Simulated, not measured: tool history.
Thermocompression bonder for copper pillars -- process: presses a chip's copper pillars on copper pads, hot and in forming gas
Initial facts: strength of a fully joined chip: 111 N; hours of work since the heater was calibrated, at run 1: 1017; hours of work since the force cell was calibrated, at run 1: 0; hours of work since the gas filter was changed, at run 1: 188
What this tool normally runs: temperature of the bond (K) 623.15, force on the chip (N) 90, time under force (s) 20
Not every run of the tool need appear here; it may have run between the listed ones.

run,hour,temperature of the bond (K),force on the chip (N),time under force (s),hours of work since the heater was calibrated,hours of work since the force cell was calibrated,hours of work since the gas filter was changed,force that shears a chip off (N)
1,0,623.15,90,20,1017,0,188,76.6
2,20.1,623.15,90,21,1031,14,202,76.7
3,58.7,623.15,90,20,1057,41,228,76.5
4,81.4,623.15,90,20,1073,57,244,76.3
5,107.5,623.15,90,20,1091,75,262,74.7
6,135.7,623.15,90,20,1111,95,282,74
7,168.5,623.15,90,20,1134,117,305,74.2
8,194.2,623.15,90,20,1152,135,323,73.7
9,217.4,623.15,90,20,1168,151,339,73.3
10,255.3,623.15,90,20,1194,178,365,73.5
11,278.8,623.15,90,20,1211,194,382,70.8
# hour 301.9: forming gas filter changed
# hour 309.5: heater calibrated with a thermocouple chip
12,324.2,623.15,90,20,10,224,14,74.7
13,356,623.15,90,20,32,246,36,75.5
# hour 359.5: force cell calibrated
14,391.8,623.15,111,20,56,22,60,80
15,418.6,607.15,90,54,75,41,79,82.8
16,442.8,611.15,56,54,92,58,96,69.5
17,461.2,623.15,61,20,105,71,109,60.2
18,494.1,623.15,61,20,128,94,131,60.4
# hour 518.1: force cell calibrated, once more
19,530.9,602.15,123,56,152,9,156,88
20,551.6,602.15,123,56,167,23,170,86.4
21,577.1,602.15,123,56,184,41,188,88.8
22,617.7,624.15,123,45,213,69,216,94.9
23,655,624.15,123,45,239,95,242,92.1
24,695.8,621.15,98,15,267,124,271,66.2
25,737.1,636.15,113,10,296,153,300,69.5
26,769.4,617.15,123,53,318,175,322,89.5
27,812.5,617.15,123,25,348,205,352,78.2
28,850.9,648.15,62,44,375,232,379,83.4

Branching from run 28: 3 alternative next runs. What would each branch give?
# hour 878.6: forming gas filter changed
A,895.1,623.15,102,15,405,262,11,?
# hour 878.6: forming gas filter changed
B,895.1,606.15,90,22,405,262,11,?
# hour 878.6: forming gas filter changed
C,895.1,648.15,86,44,405,262,11,?

run,force that shears a chip off (N)
A,75.4
B,68.2
C,99.5
With the hidden condition removed and each run's random variation left untouched, the same runs would have given:
run,force that shears a chip off (N)
A,74.7
B,67.3
C,99.4
